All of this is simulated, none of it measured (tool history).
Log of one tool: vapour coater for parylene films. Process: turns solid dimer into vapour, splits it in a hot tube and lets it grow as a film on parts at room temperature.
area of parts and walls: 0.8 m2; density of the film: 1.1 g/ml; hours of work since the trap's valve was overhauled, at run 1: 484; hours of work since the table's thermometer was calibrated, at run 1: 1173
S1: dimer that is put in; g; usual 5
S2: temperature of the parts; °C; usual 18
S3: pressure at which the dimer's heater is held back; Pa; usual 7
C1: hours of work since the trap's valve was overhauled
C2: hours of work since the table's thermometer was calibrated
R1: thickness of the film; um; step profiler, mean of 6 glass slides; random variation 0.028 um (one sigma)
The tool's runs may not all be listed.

run   hour  S1  S2     S3   C1    C2    R1
  1      0   5  18      7  484  1173  2.44
      25.1  -- trap's valve overhauled
  2   39.2   5  18      7   11  1199  2.44
  3     66   5  18      7   31  1219  2.46
  4   95.5   5  18      7   53  1241  2.43
     127.7  -- trap's valve overhauled, once more
  5  138.8   5  18      7    8  1270   2.5
  6  172.6   5  18      7   34  1296   2.6
  7  212.5   5  18      7   63  1325  2.51
  8  236.7   5  28      7   81  1343  2.11
  9  264.4   5  18      7  102  1364  2.57
 10    303   5  18      7  131  1393  2.52
     310.7  -- table's thermometer calibrated
 11  336.3   7  23    2.7  155    19  4.15
 12  362.9   3  23  11.84  175    39  1.26
 13  400.9   4  23   2.34  203    67   2.5
 14  420.4   4  16      7  218    82  2.16
 15  438.9   5  25   8.83  232    96  2.16
 16    461   5  25   8.83  248   112  2.14
 17  484.6   3  18      3  266   130   1.9
 18  514.6   4  11   3.86  288   152  2.71
 19  549.1   4  11   3.86  314   178  2.72
 20  576.5   2  18  10.18  334   199  0.95

Measured less the same run without the tool's hidden state. The same run-to-run variation is in both; the gauge's scatter may not be:
The hidden state here: vapour lost through the trap's worn valve, %; true temperature of the parts over the reading, C; drift of the gauge itself on film_um, %.
run     R1
  1  -0.18
  2  -0.25
  3  -0.26
  4  -0.27
  5  -0.08
  6  -0.08
  7  -0.09
  8  -0.08
  9   -0.1
 10  -0.11
 11  -0.08
 12  -0.02
 13  -0.06
 14  -0.06
 15  -0.06
 16  -0.06
 17  -0.05
 18  -0.09
 19  -0.09
 20  -0.03
